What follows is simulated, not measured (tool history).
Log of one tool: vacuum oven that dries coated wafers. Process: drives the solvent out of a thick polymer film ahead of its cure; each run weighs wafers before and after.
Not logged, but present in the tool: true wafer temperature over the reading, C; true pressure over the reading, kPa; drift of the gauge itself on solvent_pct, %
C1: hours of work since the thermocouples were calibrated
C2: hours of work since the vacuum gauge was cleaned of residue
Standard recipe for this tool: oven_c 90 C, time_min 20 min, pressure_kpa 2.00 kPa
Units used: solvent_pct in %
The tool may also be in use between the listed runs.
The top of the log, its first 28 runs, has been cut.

{"run": 29, "day": 10.242, "oven_c": 90, "time_min": 16, "pressure_kpa": 2.0, "C1": 1112, "C2": 364, "solvent_pct": 2.64}
{"run": 30, "day": 10.575, "oven_c": 97, "time_min": 20, "pressure_kpa": 2.0, "C1": 1116, "C2": 369, "solvent_pct": 0.91}
{"run": 31, "day": 11.008, "oven_c": 84, "time_min": 20, "pressure_kpa": 5.12, "C1": 1122, "C2": 374, "solvent_pct": 4.6}
{"run": 32, "day": 11.217, "oven_c": 97, "time_min": 35, "pressure_kpa": 1.07, "C1": 1125, "C2": 377, "solvent_pct": 0.34}
{"run": 33, "day": 11.604, "oven_c": 96, "time_min": 23, "pressure_kpa": 1.88, "C1": 1130, "C2": 382, "solvent_pct": 0.87}
{"run": 34, "day": 11.842, "oven_c": 90, "time_min": 13, "pressure_kpa": 1.27, "C1": 1133, "C2": 385, "solvent_pct": 3.03}
{"run": 35, "day": 12.192, "oven_c": 90, "time_min": 13, "pressure_kpa": 1.27, "C1": 1138, "C2": 390, "solvent_pct": 3.2}
{"run": 36, "day": 12.479, "oven_c": 90, "time_min": 26, "pressure_kpa": 1.81, "C1": 1141, "C2": 394, "solvent_pct": 1.21}
{"run": 37, "day": 12.975, "oven_c": 101, "time_min": 26, "pressure_kpa": 1.81, "C1": 1148, "C2": 400, "solvent_pct": 0.5}
{"run": 38, "day": 13.417, "oven_c": 88, "time_min": 20, "pressure_kpa": 1.61, "C1": 1154, "C2": 406, "solvent_pct": 2.07}
{"run": 39, "day": 13.779, "oven_c": 91, "time_min": 13, "pressure_kpa": 2.74, "C1": 1159, "C2": 411, "solvent_pct": 3.32}
{"run": 40, "day": 14.171, "oven_c": 90, "time_min": 36, "pressure_kpa": 2.0, "C1": 1164, "C2": 416, "solvent_pct": 0.96}

Expected results for the next run?
{"run": 41, "day": 14.379, "oven_c": 90, "time_min": 20, "pressure_kpa": 1.54, "C1": 1166, "C2": 419, "solvent_pct": "?"}

Run 41 produced solvent_pct 1.65 %.
With no hidden state in the tool, this same run would have given solvent_pct 2.25 %.
